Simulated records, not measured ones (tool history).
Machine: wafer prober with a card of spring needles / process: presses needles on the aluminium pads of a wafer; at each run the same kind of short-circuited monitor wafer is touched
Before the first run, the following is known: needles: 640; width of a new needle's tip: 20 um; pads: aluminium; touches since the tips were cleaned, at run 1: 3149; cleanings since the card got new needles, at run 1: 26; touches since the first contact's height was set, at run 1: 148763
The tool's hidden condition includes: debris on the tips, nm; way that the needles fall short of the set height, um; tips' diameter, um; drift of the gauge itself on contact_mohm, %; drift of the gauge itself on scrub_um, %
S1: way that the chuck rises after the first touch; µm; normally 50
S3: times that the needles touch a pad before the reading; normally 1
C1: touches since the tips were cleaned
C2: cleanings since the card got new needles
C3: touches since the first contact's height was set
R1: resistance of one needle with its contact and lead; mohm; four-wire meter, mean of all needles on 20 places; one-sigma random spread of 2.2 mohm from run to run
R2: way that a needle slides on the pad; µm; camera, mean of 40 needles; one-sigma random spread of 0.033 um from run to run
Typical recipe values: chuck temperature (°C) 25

Run 1, hour 0: usual settings; C1 3149; C2 26; C3 148763. Result: R1 397 mohm, R2 6.66 µm.
At hour 3.2: tips cleaned on abrasive film.
At hour 11.4: tips cleaned on abrasive film.
Run 2, hour 15.2: usual settings; C1 2437; C2 28; C3 158451. Result: R1 384 mohm, R2 6.64 µm.
At hour 19.7: tips cleaned on abrasive film.
At hour 27.8: tips cleaned on abrasive film.
Run 3, hour 30: usual settings; C1 1428; C2 30; C3 167830. Result: R1 343 mohm, R2 6.61 µm.
At hour 35.3: tips cleaned on abrasive film.
Run 4, hour 38.6: usual settings but S3 3; C1 2139; C2 31; C3 173336. Result: R1 286 mohm, R2 6.65 µm.
At hour 43.3: tips cleaned on abrasive film.
Run 5, hour 47.7: usual settings but S3 3; C1 2821; C2 32; C3 179103. Result: R1 293 mohm, R2 6.59 µm.
At hour 51.9: tips cleaned on abrasive film.
At hour 59.8: tips cleaned on abrasive film.
Run 6, hour 63.5: usual settings but chuck temperature (°C) 30; C1 2331; C2 34; C3 189164. Result: R1 384 mohm, R2 6.64 µm.
At hour 67.5: tips cleaned on abrasive film.
At hour 75.3: tips cleaned on abrasive film.
Run 7, hour 78.1: usual settings; C1 1798; C2 36; C3 198474. Result: R1 355 mohm, R2 6.58 µm.
At hour 79.1: height of the first contact set anew.
At hour 83: tips cleaned on abrasive film.
At hour 90.9: tips cleaned on abrasive film.
Run 8, hour 93.4: usual settings; C1 1586; C2 38; C3 9072. Result: R1 361 mohm, R2 6.36 µm.
At hour 99.2: tips cleaned on abrasive film.
Run 9, hour 103.5: usual settings; C1 2765; C2 39; C3 15505. Result: R1 410 mohm, R2 6.33 µm.
At hour 106.7: tips cleaned on abrasive film.
Run 10, hour 110: usual settings; C1 2130; C2 40; C3 19670. Result: R1 387 mohm, R2 6.38 µm.
At hour 114.5: tips cleaned on abrasive film.
At hour 121.9: tips cleaned on abrasive film.
Run 11, hour 125.9: usual settings but S3 3; C1 2577; C2 42; C3 29758. Result: R1 294 mohm, R2 6.29 µm.
At hour 128.1: height of the first contact set anew, once more.
At hour 129.8: tips cleaned on abrasive film.
At hour 137.1: tips cleaned on abrasive film.
Run 12, hour 137.1: usual settings but chuck temperature (°C) 38; C1 0; C2 44; C3 5707. Result: R1 258 mohm, R2 6.88 µm.
At hour 144.7: tips cleaned on abrasive film.
Run 13, hour 145.9: usual settings but chuck temperature (°C) 38, S3 3; C1 825; C2 45; C3 11318. Result: R1 268 mohm, R2 6.8 µm.
At hour 152.2: tips cleaned on abrasive film.
Run 14, hour 153.1: usual settings but S1 46 µm, chuck temperature (°C) 61; C1 583; C2 46; C3 15886. Result: R1 312 mohm, R2 6.27 µm.
At hour 159.5: tips cleaned on abrasive film.
Run 15, hour 162.4: usual settings but S1 46 µm, chuck temperature (°C) 61; C1 1839; C2 47; C3 21789. Result: R1 364 mohm, R2 6.24 µm.
At hour 167.7: tips cleaned on abrasive film.
At hour 176.1: tips cleaned on abrasive film.
Run 16, hour 176.3: usual settings but S1 46 µm, chuck temperature (°C) 61; C1 119; C2 49; C3 30640. Result: R1 283 mohm, R2 6.26 µm.
At hour 183.8: tips cleaned on abrasive film.
Run 17, hour 185: usual settings but S1 46 µm, chuck temperature (°C) 61; C1 763; C2 50; C3 36180. Result: R1 333 mohm, R2 6.23 µm.
At hour 191.5: tips cleaned on abrasive film.
At hour 199.9: tips cleaned on abrasive film.
Run 18, hour 200.5: usual settings but S1 46 µm, chuck temperature (°C) 61; C1 384; C2 52; C3 46080. Result: R1 315 mohm, R2 6.26 µm.
Run 19, hour 207.1: usual settings but S1 46 µm, chuck temperature (°C) 79; C1 4632; C2 52; C3 50328. Result: R1 461 mohm, R2 6.21 µm.
At hour 208.2: tips cleaned on abrasive film.
Run 20, hour 215: usual settings but chuck temperature (°C) 33, S3 2; C1 4417; C2 53; C3 55356. Result: R1 352 mohm, R2 6.84 µm.
At hour 216.2: tips cleaned on abrasive film.
At hour 224.4: tips cleaned on abrasive film.
Run 21, hour 229.9: usual settings but S1 32 µm, chuck temperature (°C) 33, S3 2; C1 3563; C2 55; C3 64812. Result: R1 486 mohm, R2 4.27 µm.
At hour 232.4: tips cleaned on abrasive film.
Run 22, hour 238.3: usual settings but S1 48 µm, chuck temperature (°C) 99, S3 2; C1 3773; C2 56; C3 70166. Result: R1 359 mohm, R2 6.49 µm.
At hour 240.9: tips cleaned on abrasive film.
At hour 248.3: tips cleaned on abrasive film.
Run 23, hour 251: usual settings but S1 44 µm, chuck temperature (°C) 28; C1 1779; C2 58; C3 78252. Result: R1 396 mohm, R2 5.89 µm.
At hour 256.5: tips cleaned on abrasive film.
Run 24, hour 261.2: usual settings but S3 2; C1 3083; C2 59; C3 84765. Result: R1 338 mohm, R2 6.73 µm.

Here are 5 independent what-if runs from the current tool condition. What would each one return?
At hour 263.8: tips cleaned on abrasive film.
Run A, hour 269.4: usual settings but S1 34 µm, chuck temperature (°C) 55; C1 3639; C2 60; C3 89968. Result: R1 ?, R2 ?.
At hour 263.8: tips cleaned on abrasive film.
Run B, hour 269.4: usual settings but S1 56 µm, chuck temperature (°C) 117, S3 3; C1 3639; C2 60; C3 89968. Result: R1 ?, R2 ?.
At hour 263.8: tips cleaned on abrasive film.
Run C, hour 269.4: usual settings but S1 53 µm, chuck temperature (°C) 71; C1 3639; C2 60; C3 89968. Result: R1 ?, R2 ?.
At hour 263.8: tips cleaned on abrasive film.
Run D, hour 269.4: usual settings but chuck temperature (°C) 57, S3 2; C1 3639; C2 60; C3 89968. Result: R1 ?, R2 ?.
At hour 263.8: tips cleaned on abrasive film.
Run E, hour 269.4: usual settings but S1 44 µm, chuck temperature (°C) 116; C1 3639; C2 60; C3 89968. Result: R1 ?, R2 ?.

run   R1    R2
  A  597  4.45
  B  308  7.53
  C  394  7.06
  D  348   6.7
  E  448  5.86
Stripped of hidden state, with their random variation kept, the same runs would have yielded:
run   R1    R2
  A  255   4.6
  B  264  7.69
  C  252  7.22
  D  250  6.85
  E  264  6.02
